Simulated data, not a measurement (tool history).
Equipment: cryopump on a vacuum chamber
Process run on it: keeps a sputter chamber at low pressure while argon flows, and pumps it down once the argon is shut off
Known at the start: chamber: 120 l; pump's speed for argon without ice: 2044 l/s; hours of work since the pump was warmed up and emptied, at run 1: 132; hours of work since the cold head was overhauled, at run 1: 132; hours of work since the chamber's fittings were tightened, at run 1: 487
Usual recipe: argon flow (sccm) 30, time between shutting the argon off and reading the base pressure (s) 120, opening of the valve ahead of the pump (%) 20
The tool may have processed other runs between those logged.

run	hour	argon flow (sccm)	time between shutting the argon off and reading the base pressure (s)	opening of the valve ahead of the pump (%)	hours of work since the pump was warmed up and emptied	hours of work since the cold head was overhauled	hours of work since the chamber's fittings were tightened	pressure while argon flows (Pa)	pressure after the wait (uPa)
1	0	30	120	20	132	132	487	0.1251	0.89
2	10.6	30	120	20	141	141	495	0.1251	0.92
3	28.3	30	120	20	156	156	510	0.1253	0.91
4	42.8	30	120	20	168	168	522	0.1254	0.94
5	62.2	30	120	20	184	184	538	0.1258	0.92
6	74.6	30	200	20	194	194	549	0.1251	0.72
7	88.1	30	200	20	206	206	560	0.1256	0.68
8	98.5	30	120	34	214	214	569	0.0745	0.98
9	116	30	120	34	229	229	583	0.0747	0.96
10	128.9	30	119	20	240	240	594	0.1264	0.94
11	143.5	30	119	20	252	252	606	0.1257	1.03
12	159.4	30	119	20	265	265	620	0.1261	0.91
13	176.9	30	119	20	280	280	634	0.1263	1
14	192.1	30	251	20	292	292	647	0.1264	0.7
15	209.9	30	251	20	307	307	662	0.1262	0.73
16	222.3	30	251	20	318	318	672	0.1267	0.73
17	238.2	30	251	20	331	331	685	0.1268	0.73
18	248.5	30	120	20	339	339	694	0.1264	1.03
19	268	30	120	20	356	356	710	0.1263	0.98
20	284.7	30	41	20	370	370	724	0.1268	1.97
21	304.3	16	116	29	386	386	741	0.0472	1.04
22	323.8	20	40	31	402	402	757	0.0553	2.05
23	338.5	20	40	31	414	414	769	0.0554	2.02
24	360	45	81	20	432	432	787	0.191	1.31
25	372.1	55	117	19	443	443	797	0.2451	1
26	382.3	13	76	17	451	451	806	0.0647	1.34
27	402.5	54	116	27	468	468	822	0.1716	1.08
28	419.3	54	116	27	482	482	836	0.1723	1.11
29	429.8	19	53	27	491	491	845	0.0601	1.76
30	448.7	30	89	26	506	506	861	0.0992	1.27
31	468.5	21	22	26	523	523	878	0.0697	3.33
32	479.1	21	22	26	532	532	886	0.0696	3.3
33	497	38	120	36	547	547	901	0.0927	1.08
34	512.9	30	177	20	560	560	915	0.1291	0.95
# hour 525.3: pump warmed up, emptied and cooled again
35	539.6	32	40	47	12	578	933	0.0571	2.07

Hidden condition of the tool, last listed run before each entry between runs versus first listed run after:
After run 34, before run 35: pump warmed up, emptied and cooled again (hour 525.3)
  pump's speed, % of a pump's without ice: 85.5 -> 99.2; leak into the chamber, uPa l/s: 1105 -> 1120
  measured less the result without the state, pressure while argon flows (Pa): +0.0045 -> +0.0004; pressure after the wait (uPa): +0.48 -> +0.42

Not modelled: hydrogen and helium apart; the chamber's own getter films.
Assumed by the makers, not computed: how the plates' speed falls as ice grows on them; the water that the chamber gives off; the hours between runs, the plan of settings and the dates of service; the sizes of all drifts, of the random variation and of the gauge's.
